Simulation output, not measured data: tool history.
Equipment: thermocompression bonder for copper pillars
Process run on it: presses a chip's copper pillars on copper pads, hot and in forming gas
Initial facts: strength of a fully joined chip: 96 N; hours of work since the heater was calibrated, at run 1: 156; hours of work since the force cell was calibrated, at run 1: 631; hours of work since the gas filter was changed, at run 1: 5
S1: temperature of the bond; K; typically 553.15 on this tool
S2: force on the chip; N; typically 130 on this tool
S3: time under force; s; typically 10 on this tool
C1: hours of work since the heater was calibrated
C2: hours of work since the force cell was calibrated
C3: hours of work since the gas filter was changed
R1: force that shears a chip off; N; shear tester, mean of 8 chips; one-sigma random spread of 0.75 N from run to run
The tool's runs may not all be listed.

run	day	S1	S2	S3	C1	C2	C3	R1
1	0	553.15	130	10	156	631	5	64.7
2	0.338	553.15	130	10	162	637	11	64.3
3	0.75	553.15	130	10	168	644	17	65.4
4	1.233	553.15	130	10	176	652	25	64.6
5	1.712	538.15	130	10	184	659	33	54.6
6	2.15	538.15	130	10	191	666	40	54.7
7	2.733	538.15	130	10	201	676	50	53.3
8	3.083	538.15	130	10	207	682	55	54.6
9	3.35	538.15	130	10	211	686	60	52.6
10	3.717	553.15	130	5	217	692	66	51.7
11	4.1	536.15	130	10	223	698	72	53.3
12	4.475	553.15	130	10	229	705	78	62.7
13	4.996	553.15	130	10	238	713	87	63.2
14	5.267	553.15	130	10	242	717	91	62.3
15	5.629	553.15	130	10	248	723	97	63.1
16	6.221	553.15	130	10	258	733	107	63.7
17	6.579	553.15	130	10	264	739	113	62.6
18	6.862	553.15	141	10	268	744	117	65.7
19	7.171	553.15	130	13	273	749	122	66
20	7.6	553.15	130	13	280	756	129	65.2
21	8.033	553.15	117	5	288	763	136	44.8
22	8.646	553.15	117	5	297	773	146	45.8
# day 9.171: forming gas filter changed
23	9.204	550.15	118	13	306	781	1	62.5
24	9.783	553.15	149	12	316	791	10	73.6
25	10.154	553.15	149	12	322	797	16	73.8
26	10.412	524.15	122	10	326	801	20	41.7
27	10.925	553.15	183	6	334	810	29	70.2
28	11.196	559.15	157	10	339	814	33	75.3
29	11.642	533.15	180	8	346	821	40	59.4
30	12.246	526.15	108	9	356	831	50	36.9
31	12.617	550.15	135	10	362	837	56	63.2
# day 12.825: force cell calibrated
32	13.262	550.15	135	10	372	7	66	64.1
33	13.625	566.15	194	10	378	13	72	85.1
34	13.988	579.15	130	10	383	19	78	78.6
35	14.392	579.15	130	10	390	26	84	78.2
36	14.958	553.15	111	13	399	35	94	61.5
37	15.283	553.15	130	16	405	40	99	70
38	15.712	579.15	155	8	412	47	106	79.6
39	16.275	529.15	129	10	421	56	115	47
40	16.671	573.15	81	10	427	63	122	54.9

Here are 3 independent what-if runs from the current tool condition. What would each one return?
A	17.183	553.15	102	10	436	71	130	?
B	17.183	573.15	81	15	436	71	130	?
C	17.183	542.15	130	20	436	71	130	?

run	R1
A	52.7
B	62.7
C	67.5
Stripped of hidden state, with their random variation kept, the same runs would have yielded:
run	R1
A	56.1
B	66.4
C	71.4
